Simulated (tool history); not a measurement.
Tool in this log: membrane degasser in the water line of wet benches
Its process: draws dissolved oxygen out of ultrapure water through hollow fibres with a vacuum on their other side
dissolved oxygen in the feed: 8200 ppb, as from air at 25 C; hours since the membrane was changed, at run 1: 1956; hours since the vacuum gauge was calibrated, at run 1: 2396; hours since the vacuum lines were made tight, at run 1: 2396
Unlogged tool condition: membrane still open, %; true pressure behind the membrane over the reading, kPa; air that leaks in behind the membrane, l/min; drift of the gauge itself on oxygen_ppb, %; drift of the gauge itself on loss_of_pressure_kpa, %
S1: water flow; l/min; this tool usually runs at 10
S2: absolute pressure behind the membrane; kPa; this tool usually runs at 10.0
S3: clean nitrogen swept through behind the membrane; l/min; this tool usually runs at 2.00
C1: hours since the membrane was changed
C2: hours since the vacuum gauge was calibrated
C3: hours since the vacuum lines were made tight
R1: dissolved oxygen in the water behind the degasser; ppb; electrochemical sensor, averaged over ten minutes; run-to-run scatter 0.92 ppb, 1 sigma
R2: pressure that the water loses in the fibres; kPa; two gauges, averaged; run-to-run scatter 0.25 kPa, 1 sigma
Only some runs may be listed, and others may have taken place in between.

run 1 hour=0.0 | S1=10 S2=10.0 S3=2.00 | C1=1956 C2=2396 C3=2396 | R1=89.1 R2=65.45
run 2 hour=51.5 | S1=10 S2=10.0 S3=2.00 | C1=2007 C2=2448 C3=2448 | R1=88.4 R2=65.21
run 3 hour=120.4 | S1=10 S2=10.0 S3=2.00 | C1=2076 C2=2517 C3=2517 | R1=89.9 R2=65.22
run 4 hour=161.3 | S1=7 S2=10.0 S3=2.00 | C1=2117 C2=2558 C3=2558 | R1=62.0 R2=45.35
run 5 hour=213.9 | S1=10 S2=10.0 S3=2.00 | C1=2170 C2=2610 C3=2610 | R1=91.0 R2=65.27
run 6 hour=256.5 | S1=10 S2=10.0 S3=2.00 | C1=2212 C2=2653 C3=2653 | R1=89.4 R2=65.44
run 7 hour=304.2 | S1=10 S2=10.0 S3=2.00 | C1=2260 C2=2701 C3=2701 | R1=89.1 R2=65.46
run 8 hour=350.4 | S1=10 S2=10.0 S3=4.22 | C1=2306 C2=2747 C3=2747 | R1=46.7 R2=66.04
run 9 hour=430.1 | S1=10 S2=10.0 S3=2.00 | C1=2386 C2=2826 C3=2826 | R1=89.3 R2=65.02
run 10 hour=477.3 | S1=10 S2=10.0 S3=2.00 | C1=2433 C2=2874 C3=2874 | R1=89.0 R2=65.20
run 11 hour=524.7 | S1=10 S2=10.0 S3=2.00 | C1=2481 C2=2921 C3=2921 | R1=91.3 R2=65.87
run 12 hour=597.9 | S1=10 S2=10.0 S3=2.00 | C1=2554 C2=2994 C3=2994 | R1=89.2 R2=65.41
run 13 hour=643.6 | S1=10 S2=10.0 S3=2.00 | C1=2599 C2=3040 C3=3040 | R1=91.5 R2=65.25
run 14 hour=725.4 | S1=10 S2=10.0 S3=2.00 | C1=2681 C2=3122 C3=3122 | R1=91.0 R2=65.58
run 15 hour=783.3 | S1=10 S2=8.8 S3=2.00 | C1=2739 C2=3180 C3=3180 | R1=75.5 R2=65.34
run 16 hour=852.7 | S1=10 S2=8.8 S3=2.00 | C1=2809 C2=3249 C3=3249 | R1=75.3 R2=65.55
run 17 hour=895.4 | S1=10 S2=8.8 S3=2.00 | C1=2851 C2=3292 C3=3292 | R1=76.7 R2=65.60
-- hour=899.9 vacuum gauge calibrated
run 18 hour=952.2 | S1=10 S2=13.4 S3=2.00 | C1=2908 C2=52 C3=3348 | R1=133.7 R2=65.54
run 19 hour=997.9 | S1=10 S2=13.4 S3=2.00 | C1=2953 C2=98 C3=3394 | R1=132.5 R2=65.57
run 20 hour=1067.8 | S1=7 S2=7.6 S3=1.10 | C1=3023 C2=168 C3=3464 | R1=73.8 R2=45.84
run 21 hour=1140.6 | S1=7 S2=13.7 S3=4.35 | C1=3096 C2=241 C3=3536 | R1=45.6 R2=45.89
run 22 hour=1184.7 | S1=10 S2=13.5 S3=1.21 | C1=3140 C2=285 C3=3581 | R1=213.6 R2=65.62
run 23 hour=1246.0 | S1=10 S2=13.5 S3=1.21 | C1=3201 C2=346 C3=3642 | R1=210.9 R2=65.26
run 24 hour=1302.2 | S1=10 S2=12.4 S3=4.54 | C1=3258 C2=402 C3=3698 | R1=57.1 R2=65.35
-- hour=1319.7 vacuum gauge calibrated, once more
run 25 hour=1382.1 | S1=10 S2=12.4 S3=4.54 | C1=3337 C2=62 C3=3777 | R1=57.9 R2=65.61
run 26 hour=1436.2 | S1=10 S2=12.4 S3=4.54 | C1=3391 C2=116 C3=3831 | R1=57.8 R2=65.62
run 27 hour=1497.2 | S1=11 S2=21.3 S3=2.00 | C1=3452 C2=177 C3=3893 | R1=249.8 R2=72.15
run 28 hour=1563.8 | S1=11 S2=21.3 S3=2.00 | C1=3519 C2=244 C3=3959 | R1=253.0 R2=72.13
run 29 hour=1609.2 | S1=14 S2=10.0 S3=2.00 | C1=3564 C2=289 C3=4005 | R1=140.1 R2=92.00
run 30 hour=1670.2 | S1=10 S2=11.5 S3=2.00 | C1=3625 C2=350 C3=4066 | R1=110.4 R2=65.50
run 31 hour=1745.4 | S1=10 S2=11.5 S3=2.00 | C1=3700 C2=426 C3=4141 | R1=109.3 R2=65.76
run 32 hour=1819.5 | S1=11 S2=8.4 S3=2.22 | C1=3774 C2=500 C3=4215 | R1=73.4 R2=72.18

Consider 4 possible next runs. They are alternatives, not a sequence: every one starts from the tool as it was left by run 32. What does each give?
run A hour=1877.3 | S1=6 S2=10.0 S3=5.04 | C1=3832 C2=558 C3=4273 | R1=? R2=?
run B hour=1877.3 | S1=15 S2=10.0 S3=1.19 | C1=3832 C2=558 C3=4273 | R1=? R2=?
run C hour=1877.3 | S1=10 S2=10.0 S3=2.00 | C1=3832 C2=558 C3=4273 | R1=? R2=?
run D hour=1877.3 | S1=13 S2=11.0 S3=5.12 | C1=3832 C2=558 C3=4273 | R1=? R2=?

run=A R1=22.6 R2=39.71
run=B R1=233.4 R2=98.86
run=C R1=91.7 R2=65.31
run=D R1=68.9 R2=85.50
Had the tool no hidden state, the same runs would have come out as:
run=A R1=20.6 R2=39.04
run=B R1=225.4 R2=97.19
run=C R1=86.9 R2=64.21
run=D R1=65.0 R2=84.05
